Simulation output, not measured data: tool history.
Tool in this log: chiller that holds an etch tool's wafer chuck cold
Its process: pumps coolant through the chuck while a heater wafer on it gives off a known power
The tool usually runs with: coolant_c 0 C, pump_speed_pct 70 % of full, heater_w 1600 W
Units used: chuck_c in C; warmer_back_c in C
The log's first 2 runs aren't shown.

run	day	coolant_c	pump_speed_pct	heater_w	hours since the coolant was changed and the channels were flushed	hours since the pump was overhauled	hours since the chiller's thermometer was calibrated	chuck_c	warmer_back_c
3	8.021	5	85	1600	3378	4432	2659	23.7	6.74
4	11.942	5	85	1600	3472	4526	2753	23.9	6.72
5	18.192	-1	85	1600	3622	4676	2903	17.7	6.67
6	23.525	-1	85	966	3750	4804	3031	10.1	3.99
7	28.888	-6	70	1600	3879	4933	3160	15.5	8.1
8	34.05	-6	70	1600	4003	5057	3284	15.5	8.11
9	37.567	0	70	1600	4087	5141	3368	21.6	8.06
10	43.508	0	70	1600	4230	5284	3511	21.5	8.1
11	48.175	0	70	1600	4342	5396	3623	21.6	8.15
12	52.25	0	64	1600	4440	5494	3720	22.9	8.74
13	58.125	0	77	1600	4581	5635	3861	20.1	7.33
14	61.796	0	77	1600	4669	5723	3950	20	7.24
15	66.788	0	77	1600	4789	5843	4069	20	7.33
16	72.942	0	77	1600	4936	5990	4217	20.1	7.29
17	75.896	0	70	1163	5007	6061	4288	15.4	5.67
18	79.475	0	70	1163	5093	6147	4374	15.7	5.82
19	82.408	0	61	1163	5164	6218	4444	17.3	6.5

What does the tool deliver on the next run?
# day 83.129: coolant changed, channels flushed
20	86.8	0	61	1163	88	6317	4544	?	?

chuck_c: 17.4 C
warmer_back_c: 6.54 C
On a tool with no hidden condition, and with the same random variation, this run would have come out at chuck_c 17.3 C, warmer_back_c 6.73 C.

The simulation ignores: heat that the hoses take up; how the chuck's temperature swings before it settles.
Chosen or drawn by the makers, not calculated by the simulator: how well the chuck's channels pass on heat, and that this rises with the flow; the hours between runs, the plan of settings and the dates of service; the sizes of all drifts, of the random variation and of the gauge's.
